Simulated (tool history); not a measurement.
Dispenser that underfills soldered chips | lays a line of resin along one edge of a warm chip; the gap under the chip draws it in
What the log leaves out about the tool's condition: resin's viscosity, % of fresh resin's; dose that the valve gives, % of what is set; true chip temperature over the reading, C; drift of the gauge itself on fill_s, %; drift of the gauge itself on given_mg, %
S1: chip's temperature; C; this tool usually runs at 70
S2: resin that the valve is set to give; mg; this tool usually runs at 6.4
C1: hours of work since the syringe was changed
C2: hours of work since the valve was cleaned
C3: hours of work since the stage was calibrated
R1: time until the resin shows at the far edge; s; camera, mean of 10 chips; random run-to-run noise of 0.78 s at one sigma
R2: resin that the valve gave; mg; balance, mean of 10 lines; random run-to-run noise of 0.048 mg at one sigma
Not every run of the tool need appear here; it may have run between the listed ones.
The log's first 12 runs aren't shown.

-- hour=146.8 new syringe of resin
run 13 hour=149.2 | S1=70 S2=6.4 | C1=2 C2=35 C3=398 | R1=77.2 R2=6.19
-- hour=161.7 new syringe of resin
run 14 hour=162.3 | S1=70 S2=6.4 | C1=1 C2=44 C3=408 | R1=71.1 R2=6.09
run 15 hour=171.8 | S1=70 S2=6.34 | C1=8 C2=52 C3=415 | R1=101.9 R2=6.08
-- hour=176.8 new syringe of resin
run 16 hour=186.3 | S1=70 S2=6.4 | C1=7 C2=62 C3=426 | R1=100.2 R2=6.15
-- hour=192.5 new syringe of resin
run 17 hour=199.2 | S1=59 S2=6.4 | C1=5 C2=72 C3=436 | R1=143.7 R2=6.07
-- hour=206.7 dispensing valve cleaned and set on the balance
-- hour=208.5 new syringe of resin
run 18 hour=213.2 | S1=56 S2=6.4 | C1=4 C2=5 C3=445 | R1=149.9 R2=6.37
-- hour=223.3 new syringe of resin
run 19 hour=224.4 | S1=62 S2=6.4 | C1=1 C2=13 C3=454 | R1=99.6 R2=6.44
-- hour=238.3 new syringe of resin
run 20 hour=240.5 | S1=62 S2=5.81 | C1=2 C2=25 C3=466 | R1=105.2 R2=5.7
-- hour=253.9 new syringe of resin
run 21 hour=254 | S1=62 S2=5.81 | C1=0 C2=35 C3=476 | R1=94.7 R2=5.6
-- hour=269.2 new syringe of resin
run 22 hour=269.6 | S1=62 S2=5.7 | C1=0 C2=47 C3=487 | R1=99.4 R2=5.45
run 23 hour=279.7 | S1=62 S2=5.7 | C1=8 C2=54 C3=495 | R1=147.9 R2=5.43
-- hour=284.7 new syringe of resin
run 24 hour=289.2 | S1=83 S2=7.11 | C1=3 C2=61 C3=502 | R1=49.7 R2=6.67
-- hour=299.4 new syringe of resin
run 25 hour=300.5 | S1=80 S2=7.23 | C1=1 C2=70 C3=510 | R1=48.5 R2=6.79
-- hour=310.4 dispensing valve cleaned and set on the balance
run 26 hour=312.1 | S1=57 S2=5.68 | C1=9 C2=1 C3=518 | R1=185 R2=5.59
-- hour=315.4 new syringe of resin
run 27 hour=323.4 | S1=76 S2=8.23 | C1=6 C2=10 C3=527 | R1=74.4 R2=8.11
-- hour=330.4 new syringe of resin
run 28 hour=335.9 | S1=76 S2=8.17 | C1=4 C2=19 C3=536 | R1=66.1 R2=8
run 29 hour=344 | S1=83 S2=8.17 | C1=10 C2=25 C3=542 | R1=69.4 R2=8.03
-- hour=345.2 new syringe of resin
-- hour=359.9 new syringe of resin
run 30 hour=359.9 | S1=81 S2=8.15 | C1=0 C2=37 C3=554 | R1=45.4 R2=7.86
run 31 hour=373.4 | S1=81 S2=8.15 | C1=10 C2=47 C3=564 | R1=72.7 R2=7.78
-- hour=375.9 new syringe of resin
run 32 hour=384.3 | S1=81 S2=8.15 | C1=6 C2=55 C3=572 | R1=62.3 R2=7.77
-- hour=390.8 new syringe of resin
run 33 hour=394.1 | S1=63 S2=8.15 | C1=3 C2=62 C3=579 | R1=102.4 R2=7.76
run 34 hour=401 | S1=63 S2=8.15 | C1=8 C2=67 C3=585 | R1=133 R2=7.66

What if the next run were any one of these 4? Each begins from the tool's condition after run 34:
-- hour=405.7 new syringe of resin
run A hour=409 | S1=60 S2=7.91 | C1=3 C2=73 C3=590 | R1=? R2=?
-- hour=405.7 new syringe of resin
run B hour=409 | S1=80 S2=6.4 | C1=3 C2=73 C3=590 | R1=? R2=?
-- hour=405.7 new syringe of resin
run C hour=409 | S1=57 S2=7.53 | C1=3 C2=73 C3=590 | R1=? R2=?
-- hour=405.7 new syringe of resin
run D hour=409 | S1=57 S2=7.03 | C1=3 C2=73 C3=590 | R1=? R2=?

run=A R1=113.7 R2=7.49
run=B R1=52.5 R2=6.01
run=C R1=129.7 R2=7.04
run=D R1=129.3 R2=6.59
With no hidden state in the tool, these same runs would have given:
run=A R1=107.3 R2=7.95
run=B R1=49 R2=6.39
run=C R1=122.4 R2=7.48
run=D R1=121.9 R2=7
